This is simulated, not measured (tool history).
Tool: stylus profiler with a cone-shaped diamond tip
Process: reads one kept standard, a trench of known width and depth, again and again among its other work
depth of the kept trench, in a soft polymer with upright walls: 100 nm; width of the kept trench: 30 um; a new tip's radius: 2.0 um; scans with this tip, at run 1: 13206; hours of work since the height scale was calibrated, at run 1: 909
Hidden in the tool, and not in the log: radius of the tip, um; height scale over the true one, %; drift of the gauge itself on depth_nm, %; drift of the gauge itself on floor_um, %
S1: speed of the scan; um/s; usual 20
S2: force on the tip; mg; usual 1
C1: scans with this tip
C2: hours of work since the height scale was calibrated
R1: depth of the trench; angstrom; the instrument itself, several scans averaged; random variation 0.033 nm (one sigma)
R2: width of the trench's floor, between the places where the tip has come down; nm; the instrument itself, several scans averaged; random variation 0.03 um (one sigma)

run,hour,S1,S2,C1,C2,R1,R2
1,0,20,1,13206,909,1006.1,28220
2,19.2,20,1,13428,925,1005.7,28150
3,45,20,1,13728,945,1004.9,28110
4,61.9,20,1,13923,959,1005.4,28160
5,80.7,20,1,14141,974,1005.3,28150
6,101.6,20,1,14383,990,1004.6,28090
7,117.1,20,1,14562,1003,1004.8,28110
8,141.4,20,1,14844,1022,1004.5,28100
# hour 167.2: height scale calibrated on a step standard
9,168.1,20,1,15147,1,1009,28050
10,190.2,20,1,15403,18,1009.2,28130
11,204.3,20,1,15567,30,1009.3,28140
12,221.3,20,1,15763,43,1009.3,28110
13,246.8,17,1,16059,63,1008.6,28070
14,259.8,17,1,16208,74,1008.7,28110
15,271.6,20,1,16346,83,1009.2,28090
16,291.2,20,1,16572,99,1008.3,28150
17,318.2,7,1,16886,120,1008.6,28130
18,341.1,7,1,17151,139,1008.3,28090
19,358.3,7,1,17350,152,1008.2,28070
20,382.6,20,1,17631,172,1008.2,28040
21,411.7,17,2.8,17967,195,1016.9,28040
22,427.6,33,0.44,18152,208,1004.4,27890
23,440.2,33,0.44,18297,218,1004.7,27870
24,456.2,33,0.44,18484,230,1004,27850
25,476.5,28,0.46,18719,247,1004,27940
26,490.5,28,0.46,18880,258,1004.4,27890
27,506,28,0.46,19060,270,1004.4,27960
28,528.7,28,0.46,19322,288,1003.8,27910
29,543.5,46,1.75,19494,300,1011.7,27930
30,571.5,46,1.1,19818,322,1008.5,27900
31,599.3,46,1.1,20140,345,1008.1,27900
32,621.4,20,1.74,20396,362,1011.4,28040
33,640.9,20,1.74,20622,378,1012,27930
34,664.6,7,0.46,20897,397,1004.4,28000
35,676.5,20,0.81,21034,406,1006.1,27860
36,688.2,20,0.81,21170,415,1006.1,27900
37,713,8,2.83,21457,435,1015.9,27990
38,725.9,14,0.81,21607,446,1006.1,27970
39,745.6,59,1.25,21834,461,1008.2,27770

4 ways to go on from here, each from the tool as it stands after run 39. What would each give?
A,771.1,63,1.38,22130,482,?,?
B,771.1,59,1.3,22130,482,?,?
C,771.1,71,0.53,22130,482,?,?
D,771.1,20,2.8,22130,482,?,?

run,R1,R2
A,1008.9,27850
B,1009.1,27820
C,1004.4,27560
D,1015.4,27950
Without the tool's hidden state the same runs would have given:
run,R1,R2
A,1010.9,28610
B,1011,28580
C,1006.3,28310
D,1017.3,28710
